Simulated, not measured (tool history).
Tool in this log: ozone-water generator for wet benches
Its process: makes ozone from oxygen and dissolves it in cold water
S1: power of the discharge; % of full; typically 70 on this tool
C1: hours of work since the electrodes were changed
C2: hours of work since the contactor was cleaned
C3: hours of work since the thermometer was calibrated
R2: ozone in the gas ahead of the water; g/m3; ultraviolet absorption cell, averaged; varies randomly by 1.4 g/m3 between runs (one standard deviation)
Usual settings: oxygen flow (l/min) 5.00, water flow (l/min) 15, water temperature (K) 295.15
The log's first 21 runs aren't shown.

run 22 day=105.312 | S1=41 oxygen_flow_(l/min)=2.59 water_flow_(l/min)=23 water_temperature_(K)=295.15 | C1=6449 C2=767 C3=2406 | dissolved_ozone_(ppm)=9.3 R2=262.2
-- day=108.912 contactor cleaned, once more
run 23 day=110.838 | S1=43 oxygen_flow_(l/min)=5.77 water_flow_(l/min)=15 water_temperature_(K)=295.15 | C1=6571 C2=44 C3=2528 | dissolved_ozone_(ppm)=14.0 R2=153.3
run 24 day=116.562 | S1=47 oxygen_flow_(l/min)=2.93 water_flow_(l/min)=14 water_temperature_(K)=295.15 | C1=6701 C2=174 C3=2658 | dissolved_ozone_(ppm)=17.2 R2=254.4
run 25 day=122.338 | S1=58 oxygen_flow_(l/min)=2.93 water_flow_(l/min)=23 water_temperature_(K)=291.15 | C1=6833 C2=305 C3=2789 | dissolved_ozone_(ppm)=11.9 R2=277.3
run 26 day=126.050 | S1=58 oxygen_flow_(l/min)=2.93 water_flow_(l/min)=23 water_temperature_(K)=291.15 | C1=6917 C2=389 C3=2874 | dissolved_ozone_(ppm)=11.8 R2=277.9
run 27 day=132.192 | S1=58 oxygen_flow_(l/min)=2.93 water_flow_(l/min)=23 water_temperature_(K)=291.15 | C1=7056 C2=529 C3=3013 | dissolved_ozone_(ppm)=11.8 R2=276.6
run 28 day=137.808 | S1=58 oxygen_flow_(l/min)=2.93 water_flow_(l/min)=23 water_temperature_(K)=291.15 | C1=7184 C2=657 C3=3141 | dissolved_ozone_(ppm)=11.8 R2=272.8
run 29 day=143.854 | S1=52 oxygen_flow_(l/min)=7.16 water_flow_(l/min)=15 water_temperature_(K)=295.15 | C1=7321 C2=794 C3=3278 | dissolved_ozone_(ppm)=13.8 R2=140.5
run 30 day=149.183 | S1=52 oxygen_flow_(l/min)=7.16 water_flow_(l/min)=15 water_temperature_(K)=290.15 | C1=7443 C2=915 C3=3399 | dissolved_ozone_(ppm)=15.3 R2=139.2
run 31 day=152.125 | S1=70 oxygen_flow_(l/min)=5.00 water_flow_(l/min)=11 water_temperature_(K)=295.15 | C1=7509 C2=982 C3=3466 | dissolved_ozone_(ppm)=21.9 R2=205.8
run 32 day=158.858 | S1=70 oxygen_flow_(l/min)=5.00 water_flow_(l/min)=11 water_temperature_(K)=295.15 | C1=7662 C2=1135 C3=3619 | dissolved_ozone_(ppm)=21.4 R2=203.7

Each row is a separate what-if for the run after 32, all from the same tool condition, not one after another. Results?
run A day=162.950 | S1=56 oxygen_flow_(l/min)=4.34 water_flow_(l/min)=12 water_temperature_(K)=295.15 | C1=7755 C2=1228 C3=3712 | dissolved_ozone_(ppm)=? R2=?
run B day=162.950 | S1=72 oxygen_flow_(l/min)=5.00 water_flow_(l/min)=11 water_temperature_(K)=295.15 | C1=7755 C2=1228 C3=3712 | dissolved_ozone_(ppm)=? R2=?
run C day=162.950 | S1=96 oxygen_flow_(l/min)=5.00 water_flow_(l/min)=11 water_temperature_(K)=290.15 | C1=7755 C2=1228 C3=3712 | dissolved_ozone_(ppm)=? R2=?

run=A dissolved_ozone_(ppm)=18.9 R2=200.9
run=B dissolved_ozone_(ppm)=21.6 R2=205.6
run=C dissolved_ozone_(ppm)=27.0 R2=231.0
Without the tool's unlogged condition, the same runs would have read:
run=A dissolved_ozone_(ppm)=24.3 R2=250.8
run=B dissolved_ozone_(ppm)=28.6 R2=264.4
run=C dissolved_ozone_(ppm)=37.0 R2=307.4

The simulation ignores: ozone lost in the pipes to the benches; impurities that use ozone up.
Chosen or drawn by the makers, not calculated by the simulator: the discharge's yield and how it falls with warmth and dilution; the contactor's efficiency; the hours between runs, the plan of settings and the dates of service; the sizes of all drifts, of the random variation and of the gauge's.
